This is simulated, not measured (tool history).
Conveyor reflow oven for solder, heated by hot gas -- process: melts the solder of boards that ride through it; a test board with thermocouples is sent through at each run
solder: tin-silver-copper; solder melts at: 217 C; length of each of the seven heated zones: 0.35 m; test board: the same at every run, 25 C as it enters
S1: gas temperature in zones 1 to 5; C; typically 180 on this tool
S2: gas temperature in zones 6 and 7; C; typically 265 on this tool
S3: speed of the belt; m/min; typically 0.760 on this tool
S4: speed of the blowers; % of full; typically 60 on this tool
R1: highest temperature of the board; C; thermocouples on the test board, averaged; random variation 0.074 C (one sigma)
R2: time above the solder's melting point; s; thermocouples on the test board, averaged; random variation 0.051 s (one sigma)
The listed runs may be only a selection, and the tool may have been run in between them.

run,hour,S1,S2,S3,S4,R1,R2
1,0.0,180,265,0.760,60,251.76,43.17
2,9.1,180,265,0.760,60,251.98,43.13
3,20.2,180,265,0.760,60,251.83,43.10
4,26.4,180,265,0.760,60,251.92,43.24
5,31.3,182,265,0.760,60,252.17,43.88
6,41.1,182,265,0.760,60,252.12,43.91
7,50.4,182,265,0.760,60,252.22,43.84
8,55.8,182,265,0.680,60,254.84,51.15
9,63.2,182,265,0.680,60,254.94,51.20
10,70.1,180,265,0.760,60,251.83,43.14
11,78.9,180,265,0.760,60,251.84,43.08
12,85.1,180,265,0.760,60,251.80,43.17
# hour 91.0: flux residue cleaned out of gas plates and filters
13,100.0,180,265,0.760,60,251.60,42.96
14,107.8,180,265,0.760,60,251.43,42.91
15,119.0,180,265,0.760,60,251.53,42.99
16,128.9,176,265,0.845,60,247.50,34.95
# hour 138.8: flux residue cleaned out of gas plates and filters, once more
17,138.8,176,265,0.845,60,248.45,35.63
18,143.9,165,258,0.893,60,238.52,25.00

Predict the results of run 19:
19,153.9,165,258,0.893,60,?,?

R1: 238.46 C
R2: 25.00 s
If the tool had no hidden condition, the same run with the same run-to-run variation would have returned R1 238.51 C, R2 25.01 s.
